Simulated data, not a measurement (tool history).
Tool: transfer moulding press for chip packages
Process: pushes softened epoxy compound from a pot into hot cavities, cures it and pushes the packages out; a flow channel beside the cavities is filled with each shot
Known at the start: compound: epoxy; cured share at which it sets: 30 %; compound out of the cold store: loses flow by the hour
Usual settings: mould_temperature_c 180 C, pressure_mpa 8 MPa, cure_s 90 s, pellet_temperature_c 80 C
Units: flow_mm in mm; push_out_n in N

run,day,mould_temperature_c,pressure_mpa,cure_s,pellet_temperature_c,incoming compound's hours out of the cold store,flow_mm,push_out_n
1,0,180,8,90,80,8.7,563,635
# day 0.2: cavities cleaned with cleaning compound and waxed
2,2.179,180,8,90,85,18.4,532,730
# day 2.95: cavities cleaned with cleaning compound and waxed
3,3.446,180,8,90,85,42.4,466,440
4,4.979,180,8,90,85,31.1,489,558
# day 5.633: cavities cleaned with cleaning compound and waxed
5,7.108,180,8,90,80,12.1,533,559
# day 8.4: cavities cleaned with cleaning compound and waxed
6,9.592,180,8,90,80,18.6,522,533
# day 11.204: cavities cleaned with cleaning compound and waxed
# day 11.488: plunger's sealing rings changed
7,11.488,180,8,90,80,33.1,513,389
8,12.929,187,8,90,80,25.1,512,427
# day 13.596: cavities cleaned with cleaning compound and waxed, once more
9,14.683,180,8,128,80,10.4,556,382
# day 16.371: cavities cleaned with cleaning compound and waxed
10,17.171,183,8,90,80,37.1,487,405
# day 18.354: mould's thermocouples calibrated
# day 19.296: cavities cleaned with cleaning compound and waxed
11,19.9,183,8,90,80,31,495,401
12,21.379,183,8,90,80,20.9,513,503
# day 22.121: cavities cleaned with cleaning compound and waxed
13,23.221,183,8,90,80,9,549,469
14,24.571,180,8.88,90,80,39.5,487,578
# day 24.842: cavities cleaned with cleaning compound and waxed
15,25.742,180,8.88,79,88,26.2,531,681
# day 27.558: cavities cleaned with cleaning compound and waxed
16,27.675,180,8.88,79,88,44.5,474,494
17,30.075,180,7.96,90,80,29.1,483,598
# day 30.338: cavities cleaned with cleaning compound and waxed
# day 31.071: plunger's sealing rings changed
18,32.575,183,9.58,81,80,24.5,564,608
# day 33.317: cavities cleaned with cleaning compound and waxed
19,35.196,183,8,90,80,25.4,529,492
# day 36.088: cavities cleaned with cleaning compound and waxed
20,37.779,183,8,90,80,46.4,462,484
# day 38.917: cavities cleaned with cleaning compound and waxed
21,40.083,187,8,106,80,8.3,550,387
# day 41.646: cavities cleaned with cleaning compound and waxed
22,41.979,180,6.47,121,85,44.1,416,322
23,43.283,180,6.55,121,85,12.8,487,434
# day 44.517: cavities cleaned with cleaning compound and waxed
24,44.608,180,6.55,121,85,11.5,496,295
25,46.867,180,6.55,121,85,22.3,463,476

3 ways to go on from here, each from the tool as it stands after run 25. What would each give?
# day 47.296: cavities cleaned with cleaning compound and waxed
# day 49.329: mould's thermocouples calibrated
A,49.354,180,6.55,118,85,43.3,?,?
# day 47.296: cavities cleaned with cleaning compound and waxed
# day 49.329: mould's thermocouples calibrated
B,49.354,180,7.63,96,78,9.7,?,?
# day 47.296: cavities cleaned with cleaning compound and waxed
# day 49.329: mould's thermocouples calibrated
C,49.354,180,6.69,90,70,25.4,?,?

run,flow_mm,push_out_n
A,409,464
B,528,549
C,454,616
Without the tool's hidden state the same runs would have given:
run,flow_mm,push_out_n
A,441,303
B,569,359
C,490,403
